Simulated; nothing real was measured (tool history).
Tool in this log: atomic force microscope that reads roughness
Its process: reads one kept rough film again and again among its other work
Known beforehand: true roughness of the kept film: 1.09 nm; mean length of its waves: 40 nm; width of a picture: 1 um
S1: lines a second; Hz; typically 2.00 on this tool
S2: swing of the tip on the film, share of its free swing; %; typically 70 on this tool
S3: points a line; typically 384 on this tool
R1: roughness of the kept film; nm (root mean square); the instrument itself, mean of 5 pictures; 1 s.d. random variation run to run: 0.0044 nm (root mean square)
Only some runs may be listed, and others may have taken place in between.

{"run": 1, "hour": 0.0, "S1": 2.0, "S2": 70, "S3": 384, "R1": 0.979}
{"run": 2, "hour": 11.2, "S1": 2.0, "S2": 70, "S3": 673, "R1": 0.981}
{"hour": 13.6, "done": "new tip fitted"}
{"run": 3, "hour": 24.2, "S1": 2.0, "S2": 70, "S3": 673, "R1": 0.982}
{"run": 4, "hour": 48.3, "S1": 2.0, "S2": 70, "S3": 376, "R1": 0.973}
{"hour": 59.5, "done": "new tip fitted"}
{"run": 5, "hour": 61.2, "S1": 3.73, "S2": 70, "S3": 384, "R1": 0.92}
{"run": 6, "hour": 76.3, "S1": 3.73, "S2": 70, "S3": 384, "R1": 0.92}
{"run": 7, "hour": 97.8, "S1": 3.73, "S2": 70, "S3": 384, "R1": 0.911}
{"hour": 105.6, "done": "new tip fitted"}
{"run": 8, "hour": 119.1, "S1": 2.0, "S2": 60, "S3": 384, "R1": 1.019}
{"run": 9, "hour": 132.8, "S1": 2.0, "S2": 70, "S3": 384, "R1": 0.98}
{"hour": 151.1, "done": "new tip fitted"}
{"run": 10, "hour": 153.3, "S1": 2.0, "S2": 70, "S3": 384, "R1": 0.982}
{"run": 11, "hour": 171.5, "S1": 2.0, "S2": 70, "S3": 384, "R1": 0.975}
{"run": 12, "hour": 183.1, "S1": 2.0, "S2": 70, "S3": 384, "R1": 0.984}
{"hour": 197.1, "done": "new tip fitted"}
{"run": 13, "hour": 200.6, "S1": 1.49, "S2": 70, "S3": 384, "R1": 0.998}
{"run": 14, "hour": 224.6, "S1": 1.49, "S2": 70, "S3": 384, "R1": 0.999}
{"run": 15, "hour": 240.0, "S1": 1.49, "S2": 81, "S3": 384, "R1": 0.947}
{"hour": 243.8, "done": "new tip fitted"}
{"run": 16, "hour": 260.9, "S1": 1.49, "S2": 81, "S3": 384, "R1": 0.945}
{"run": 17, "hour": 281.0, "S1": 1.49, "S2": 81, "S3": 384, "R1": 0.953}
{"hour": 289.2, "done": "new tip fitted"}
{"run": 18, "hour": 294.2, "S1": 2.0, "S2": 70, "S3": 407, "R1": 0.982}
{"run": 19, "hour": 313.4, "S1": 2.0, "S2": 70, "S3": 407, "R1": 0.979}
{"run": 20, "hour": 330.2, "S1": 2.0, "S2": 70, "S3": 407, "R1": 0.987}
{"hour": 334.7, "done": "new tip fitted"}
{"run": 21, "hour": 346.4, "S1": 2.0, "S2": 70, "S3": 407, "R1": 0.977}
{"run": 22, "hour": 366.3, "S1": 2.0, "S2": 87, "S3": 384, "R1": 0.88}
{"hour": 380.8, "done": "new tip fitted"}
{"run": 23, "hour": 387.2, "S1": 2.0, "S2": 73, "S3": 384, "R1": 0.973}
{"run": 24, "hour": 400.2, "S1": 2.0, "S2": 70, "S3": 384, "R1": 0.985}
{"run": 25, "hour": 416.1, "S1": 2.0, "S2": 70, "S3": 384, "R1": 0.984}
{"hour": 426.2, "done": "new tip fitted"}
{"run": 26, "hour": 437.1, "S1": 2.0, "S2": 88, "S3": 384, "R1": 0.879}
{"run": 27, "hour": 452.4, "S1": 2.0, "S2": 88, "S3": 920, "R1": 0.879}
{"hour": 472.2, "done": "new tip fitted"}
{"run": 28, "hour": 478.4, "S1": 2.0, "S2": 88, "S3": 920, "R1": 0.883}
{"run": 29, "hour": 495.9, "S1": 2.0, "S2": 88, "S3": 920, "R1": 0.878}
{"hour": 518.2, "done": "new tip fitted"}
{"run": 30, "hour": 518.3, "S1": 1.16, "S2": 83, "S3": 401, "R1": 0.965}
{"run": 31, "hour": 529.9, "S1": 1.79, "S2": 75, "S3": 969, "R1": 0.969}
{"run": 32, "hour": 550.4, "S1": 2.0, "S2": 70, "S3": 432, "R1": 0.978}
{"hour": 563.4, "done": "new tip fitted"}
{"run": 33, "hour": 574.5, "S1": 2.0, "S2": 70, "S3": 432, "R1": 0.98}
{"run": 34, "hour": 600.0, "S1": 2.74, "S2": 57, "S3": 337, "R1": 1.01}
{"hour": 609.5, "done": "new tip fitted"}
{"run": 35, "hour": 625.1, "S1": 2.74, "S2": 57, "S3": 714, "R1": 1.011}
{"run": 36, "hour": 635.5, "S1": 0.82, "S2": 65, "S3": 783, "R1": 1.047}
{"run": 37, "hour": 647.0, "S1": 1.26, "S2": 72, "S3": 384, "R1": 1.005}
{"hour": 654.9, "done": "new tip fitted"}
{"run": 38, "hour": 658.3, "S1": 1.26, "S2": 72, "S3": 384, "R1": 1.0}
{"run": 39, "hour": 678.7, "S1": 0.97, "S2": 78, "S3": 288, "R1": 0.995}
{"run": 40, "hour": 696.4, "S1": 1.26, "S2": 82, "S3": 405, "R1": 0.963}
{"hour": 701.1, "done": "new tip fitted"}
{"run": 41, "hour": 717.0, "S1": 1.26, "S2": 82, "S3": 405, "R1": 0.969}
{"run": 42, "hour": 727.4, "S1": 2.0, "S2": 70, "S3": 430, "R1": 0.974}
{"hour": 746.3, "done": "new tip fitted"}
{"run": 43, "hour": 749.0, "S1": 2.0, "S2": 67, "S3": 293, "R1": 0.986}
{"run": 44, "hour": 771.8, "S1": 2.0, "S2": 67, "S3": 293, "R1": 0.989}
{"run": 45, "hour": 788.3, "S1": 3.38, "S2": 70, "S3": 272, "R1": 0.922}
{"hour": 792.3, "done": "new tip fitted"}
{"run": 46, "hour": 813.5, "S1": 3.38, "S2": 70, "S3": 272, "R1": 0.92}
{"run": 47, "hour": 830.4, "S1": 2.57, "S2": 70, "S3": 384, "R1": 0.962}
{"hour": 838.3, "done": "new tip fitted"}
{"run": 48, "hour": 855.9, "S1": 2.93, "S2": 82, "S3": 387, "R1": 0.861}
{"run": 49, "hour": 879.0, "S1": 2.93, "S2": 82, "S3": 387, "R1": 0.865}
{"hour": 884.5, "done": "new tip fitted"}
{"run": 50, "hour": 903.9, "S1": 2.93, "S2": 82, "S3": 387, "R1": 0.861}
{"run": 51, "hour": 924.7, "S1": 1.63, "S2": 60, "S3": 446, "R1": 1.022}
{"hour": 930.4, "done": "new tip fitted"}
{"run": 52, "hour": 942.6, "S1": 1.63, "S2": 60, "S3": 446, "R1": 1.028}

Each row is a separate what-if for the run after 52, all from the same tool condition, not one after another. Results?
{"run": "A", "hour": 964.5, "S1": 2.78, "S2": 60, "S3": 446, "R1": "?"}
{"run": "B", "hour": 964.5, "S1": 2.0, "S2": 58, "S3": 384, "R1": "?"}
{"run": "C", "hour": 964.5, "S1": 1.63, "S2": 60, "S3": 283, "R1": "?"}

run=A R1=1.000
run=B R1=1.017
run=C R1=1.019
Stripped of hidden state, with their random variation kept, the same runs would have yielded:
run=A R1=1.002
run=B R1=1.019
run=C R1=1.021

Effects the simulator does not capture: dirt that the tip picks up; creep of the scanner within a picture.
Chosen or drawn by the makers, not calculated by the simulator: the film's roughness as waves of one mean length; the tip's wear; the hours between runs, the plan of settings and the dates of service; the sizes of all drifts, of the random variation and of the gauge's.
